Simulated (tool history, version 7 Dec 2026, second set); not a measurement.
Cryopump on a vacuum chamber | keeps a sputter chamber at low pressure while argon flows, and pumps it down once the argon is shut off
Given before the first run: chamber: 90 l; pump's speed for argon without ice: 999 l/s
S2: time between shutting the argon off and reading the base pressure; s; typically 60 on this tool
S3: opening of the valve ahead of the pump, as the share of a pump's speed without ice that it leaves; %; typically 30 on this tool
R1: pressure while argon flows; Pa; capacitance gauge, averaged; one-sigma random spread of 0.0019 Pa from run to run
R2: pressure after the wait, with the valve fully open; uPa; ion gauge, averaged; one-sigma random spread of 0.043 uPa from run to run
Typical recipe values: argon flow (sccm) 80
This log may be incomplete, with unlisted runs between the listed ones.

{"run": 1, "hour": 0.0, "argon flow (sccm)": 80, "S2": 60, "S3": 30, "R1": 0.4621, "R2": 4.15}
{"run": 2, "hour": 49.6, "argon flow (sccm)": 80, "S2": 60, "S3": 30, "R1": 0.4627, "R2": 4.18}
{"run": 3, "hour": 142.5, "argon flow (sccm)": 80, "S2": 60, "S3": 30, "R1": 0.4653, "R2": 4.38}
{"run": 4, "hour": 221.8, "argon flow (sccm)": 80, "S2": 60, "S3": 30, "R1": 0.4658, "R2": 4.27}
{"run": 5, "hour": 322.5, "argon flow (sccm)": 80, "S2": 60, "S3": 30, "R1": 0.4745, "R2": 4.3}
{"run": 6, "hour": 385.4, "argon flow (sccm)": 80, "S2": 60, "S3": 30, "R1": 0.4719, "R2": 4.49}
{"hour": 396.0, "done": "pump warmed up, emptied and cooled again"}
{"run": 7, "hour": 467.4, "argon flow (sccm)": 80, "S2": 60, "S3": 32, "R1": 0.4306, "R2": 4.23}
{"run": 8, "hour": 548.1, "argon flow (sccm)": 80, "S2": 60, "S3": 32, "R1": 0.4293, "R2": 4.35}
{"run": 9, "hour": 623.5, "argon flow (sccm)": 80, "S2": 60, "S3": 32, "R1": 0.4345, "R2": 4.34}
{"run": 10, "hour": 713.1, "argon flow (sccm)": 80, "S2": 60, "S3": 32, "R1": 0.4365, "R2": 4.52}
{"run": 11, "hour": 761.7, "argon flow (sccm)": 80, "S2": 60, "S3": 32, "R1": 0.4363, "R2": 4.41}
{"run": 12, "hour": 829.0, "argon flow (sccm)": 80, "S2": 60, "S3": 32, "R1": 0.4368, "R2": 4.52}
{"run": 13, "hour": 881.1, "argon flow (sccm)": 36, "S2": 23, "S3": 36, "R1": 0.1769, "R2": 8.03}
{"run": 14, "hour": 930.8, "argon flow (sccm)": 139, "S2": 90, "S3": 39, "R1": 0.634, "R2": 3.88}
{"run": 15, "hour": 987.4, "argon flow (sccm)": 139, "S2": 90, "S3": 39, "R1": 0.6392, "R2": 3.98}
{"run": 16, "hour": 1088.0, "argon flow (sccm)": 138, "S2": 114, "S3": 25, "R1": 0.9744, "R2": 3.61}
{"hour": 1148.0, "done": "pump warmed up, emptied and cooled again"}
{"run": 17, "hour": 1172.0, "argon flow (sccm)": 70, "S2": 28, "S3": 33, "R1": 0.3615, "R2": 6.97}
{"hour": 1190.2, "done": "leaking fittings of the chamber tightened, without venting"}
{"run": 18, "hour": 1240.6, "argon flow (sccm)": 70, "S2": 28, "S3": 33, "R1": 0.363, "R2": 5.14}
{"run": 19, "hour": 1334.8, "argon flow (sccm)": 53, "S2": 48, "S3": 21, "R1": 0.4282, "R2": 3.18}
{"run": 20, "hour": 1424.9, "argon flow (sccm)": 53, "S2": 48, "S3": 58, "R1": 0.1614, "R2": 3.27}
{"run": 21, "hour": 1521.8, "argon flow (sccm)": 136, "S2": 116, "S3": 36, "R1": 0.6548, "R2": 1.63}
{"run": 22, "hour": 1591.0, "argon flow (sccm)": 136, "S2": 116, "S3": 36, "R1": 0.6604, "R2": 1.63}
{"run": 23, "hour": 1672.8, "argon flow (sccm)": 136, "S2": 116, "S3": 36, "R1": 0.6686, "R2": 1.66}
{"run": 24, "hour": 1718.4, "argon flow (sccm)": 136, "S2": 116, "S3": 36, "R1": 0.6707, "R2": 1.66}

Branching from run 24: 4 alternative next runs. What would each branch give?
{"run": "A", "hour": 1814.1, "argon flow (sccm)": 87, "S2": 255, "S3": 19, "R1": "?", "R2": "?"}
{"run": "B", "hour": 1814.1, "argon flow (sccm)": 80, "S2": 60, "S3": 29, "R1": "?", "R2": "?"}
{"run": "C", "hour": 1814.1, "argon flow (sccm)": 62, "S2": 116, "S3": 53, "R1": "?", "R2": "?"}
{"run": "D", "hour": 1814.1, "argon flow (sccm)": 69, "S2": 60, "S3": 30, "R1": "?", "R2": "?"}

run=A R1=0.7991 R2=1.19
run=B R1=0.4883 R2=2.82
run=C R1=0.2124 R2=1.79
run=D R1=0.4053 R2=2.79
What these runs would have given with no unlogged condition in the tool:
run=A R1=0.7764 R2=0.91
run=B R1=0.4675 R2=2.54
run=C R1=0.1963 R2=1.51
run=D R1=0.3873 R2=2.52
